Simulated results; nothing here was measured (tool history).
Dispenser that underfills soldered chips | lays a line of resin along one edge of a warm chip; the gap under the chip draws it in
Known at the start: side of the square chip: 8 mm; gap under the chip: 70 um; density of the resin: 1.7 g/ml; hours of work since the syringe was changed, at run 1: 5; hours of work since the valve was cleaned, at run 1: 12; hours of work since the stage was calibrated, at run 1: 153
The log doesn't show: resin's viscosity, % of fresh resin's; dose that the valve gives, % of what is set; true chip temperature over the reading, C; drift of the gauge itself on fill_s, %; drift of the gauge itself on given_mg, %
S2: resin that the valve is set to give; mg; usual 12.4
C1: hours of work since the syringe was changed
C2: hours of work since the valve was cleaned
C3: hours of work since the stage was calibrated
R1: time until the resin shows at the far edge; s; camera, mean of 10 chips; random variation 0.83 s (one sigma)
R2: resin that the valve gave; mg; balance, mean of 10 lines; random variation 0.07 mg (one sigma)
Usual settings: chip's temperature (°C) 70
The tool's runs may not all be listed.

run 1 hour=0.0 | chip's_temperature_(°C)=70 S2=12.4 | C1=5 C2=12 C3=153 | R1=117.6 R2=12.44
-- hour=1.9 new syringe of resin
run 2 hour=10.5 | chip's_temperature_(°C)=70 S2=12.4 | C1=5 C2=19 C3=160 | R1=120.4 R2=12.29
-- hour=11.3 new syringe of resin
run 3 hour=19.2 | chip's_temperature_(°C)=70 S2=11.2 | C1=5 C2=24 C3=165 | R1=117.5 R2=11.11
-- hour=20.8 new syringe of resin
run 4 hour=24.7 | chip's_temperature_(°C)=70 S2=12.4 | C1=3 C2=28 C3=169 | R1=91.8 R2=12.19
-- hour=30.7 new syringe of resin
run 5 hour=31.3 | chip's_temperature_(°C)=70 S2=12.4 | C1=0 C2=32 C3=173 | R1=78.0 R2=12.10
-- hour=40.0 new syringe of resin
run 6 hour=40.7 | chip's_temperature_(°C)=70 S2=12.4 | C1=0 C2=38 C3=179 | R1=78.2 R2=12.21
run 7 hour=45.8 | chip's_temperature_(°C)=70 S2=12.4 | C1=4 C2=41 C3=182 | R1=102.4 R2=12.14
-- hour=49.8 new syringe of resin
run 8 hour=51.3 | chip's_temperature_(°C)=70 S2=12.4 | C1=1 C2=44 C3=185 | R1=80.4 R2=12.05
run 9 hour=58.3 | chip's_temperature_(°C)=70 S2=12.4 | C1=5 C2=49 C3=190 | R1=119.5 R2=11.94
-- hour=59.2 new syringe of resin
run 10 hour=66.2 | chip's_temperature_(°C)=70 S2=12.4 | C1=4 C2=53 C3=194 | R1=108.2 R2=11.87
-- hour=68.8 new syringe of resin
run 11 hour=71.8 | chip's_temperature_(°C)=70 S2=12.4 | C1=2 C2=57 C3=198 | R1=84.0 R2=11.77
-- hour=78.3 new syringe of resin
run 12 hour=78.3 | chip's_temperature_(°C)=70 S2=12.4 | C1=0 C2=61 C3=202 | R1=74.4 R2=11.78
run 13 hour=87.0 | chip's_temperature_(°C)=70 S2=12.4 | C1=6 C2=66 C3=207 | R1=119.4 R2=11.75
-- hour=88.1 new syringe of resin
run 14 hour=96.5 | chip's_temperature_(°C)=70 S2=12.4 | C1=5 C2=72 C3=213 | R1=117.2 R2=11.61
-- hour=98.2 new syringe of resin
run 15 hour=103.8 | chip's_temperature_(°C)=70 S2=12.4 | C1=4 C2=77 C3=218 | R1=99.5 R2=11.64
-- hour=107.9 new syringe of resin
run 16 hour=108.7 | chip's_temperature_(°C)=70 S2=12.4 | C1=1 C2=80 C3=221 | R1=78.2 R2=11.67
run 17 hour=114.2 | chip's_temperature_(°C)=65 S2=12.4 | C1=4 C2=83 C3=224 | R1=127.9 R2=11.54
-- hour=117.2 new syringe of resin
run 18 hour=119.1 | chip's_temperature_(°C)=70 S2=12.4 | C1=1 C2=86 C3=227 | R1=81.2 R2=11.57
run 19 hour=125.4 | chip's_temperature_(°C)=79 S2=15.1 | C1=5 C2=90 C3=231 | R1=78.9 R2=14.11
-- hour=127.0 new syringe of resin
run 20 hour=131.5 | chip's_temperature_(°C)=73 S2=12.4 | C1=3 C2=94 C3=235 | R1=83.0 R2=11.38
-- hour=136.8 new syringe of resin
-- hour=140.7 dispensing valve cleaned and set on the balance
run 21 hour=140.7 | chip's_temperature_(°C)=75 S2=15.6 | C1=2 C2=0 C3=240 | R1=68.0 R2=15.60
run 22 hour=145.9 | chip's_temperature_(°C)=75 S2=15.6 | C1=5 C2=3 C3=243 | R1=92.6 R2=15.64
-- hour=147.6 new syringe of resin
run 23 hour=155.3 | chip's_temperature_(°C)=62 S2=12.4 | C1=5 C2=9 C3=249 | R1=153.4 R2=12.34
-- hour=157.0 new syringe of resin
run 24 hour=160.5 | chip's_temperature_(°C)=60 S2=11.1 | C1=2 C2=12 C3=252 | R1=132.3 R2=10.93
-- hour=166.4 new syringe of resin
run 25 hour=169.3 | chip's_temperature_(°C)=60 S2=11.1 | C1=2 C2=18 C3=258 | R1=129.2 R2=10.99
run 26 hour=173.7 | chip's_temperature_(°C)=64 S2=11.1 | C1=5 C2=21 C3=260 | R1=139.6 R2=10.83
-- hour=175.8 new syringe of resin
run 27 hour=179.9 | chip's_temperature_(°C)=64 S2=11.1 | C1=3 C2=24 C3=264 | R1=116.0 R2=11.00
-- hour=185.3 new syringe of resin
run 28 hour=189.2 | chip's_temperature_(°C)=79 S2=15.9 | C1=2 C2=30 C3=270 | R1=60.9 R2=15.53
-- hour=195.0 new syringe of resin
run 29 hour=195.2 | chip's_temperature_(°C)=55 S2=13.8 | C1=0 C2=34 C3=274 | R1=140.1 R2=13.42
run 30 hour=203.9 | chip's_temperature_(°C)=64 S2=14.0 | C1=6 C2=39 C3=279 | R1=149.4 R2=13.58
-- hour=204.8 new syringe of resin
run 31 hour=211.0 | chip's_temperature_(°C)=79 S2=11.6 | C1=4 C2=44 C3=284 | R1=70.8 R2=11.11
-- hour=214.1 new syringe of resin
run 32 hour=215.7 | chip's_temperature_(°C)=79 S2=11.6 | C1=1 C2=46 C3=286 | R1=54.4 R2=11.11
run 33 hour=221.4 | chip's_temperature_(°C)=79 S2=11.6 | C1=5 C2=50 C3=290 | R1=76.0 R2=11.16
-- hour=224.2 new syringe of resin
run 34 hour=229.4 | chip's_temperature_(°C)=85 S2=13.1 | C1=3 C2=55 C3=295 | R1=51.8 R2=12.57
-- hour=234.2 new syringe of resin
run 35 hour=234.2 | chip's_temperature_(°C)=70 S2=16.0 | C1=0 C2=58 C3=298 | R1=70.3 R2=15.26

Measured less the same run without the tool's hidden state. The same run-to-run variation is in both; the gauge's scatter may not be:
run=1 R1=+40.2 R2=-0.09
run=2 R1=+42.7 R2=-0.17
run=3 R1=+37.7 R2=-0.20
run=4 R1=+14.8 R2=-0.25
run=5 R1=+0.2 R2=-0.30
run=6 R1=+0.8 R2=-0.36
run=7 R1=+25.9 R2=-0.40
run=8 R1=+3.4 R2=-0.43
run=9 R1=+41.8 R2=-0.48
run=10 R1=+32.2 R2=-0.53
run=11 R1=+9.1 R2=-0.57
run=12 R1=-3.7 R2=-0.61
run=13 R1=+41.9 R2=-0.68
run=14 R1=+41.0 R2=-0.73
run=15 R1=+22.7 R2=-0.78
run=16 R1=+1.1 R2=-0.82
run=17 R1=+34.5 R2=-0.85
run=18 R1=+4.6 R2=-0.88
run=19 R1=+26.1 R2=-1.13
run=20 R1=+15.4 R2=-0.96
run=21 R1=+7.0 R2=+0.03
run=22 R1=+30.0 R2=-0.02
run=23 R1=+45.9 R2=-0.06
run=24 R1=+12.7 R2=-0.08
run=25 R1=+9.9 R2=-0.14
run=26 R1=+38.6 R2=-0.17
run=27 R1=+17.0 R2=-0.20
run=28 R1=+8.0 R2=-0.36
run=29 R1=-8.1 R2=-0.35
run=30 R1=+51.6 R2=-0.43
run=31 R1=+16.4 R2=-0.40
run=32 R1=+0.6 R2=-0.43
run=33 R1=+21.3 R2=-0.46
run=34 R1=+9.7 R2=-0.57
run=35 R1=-6.1 R2=-0.74
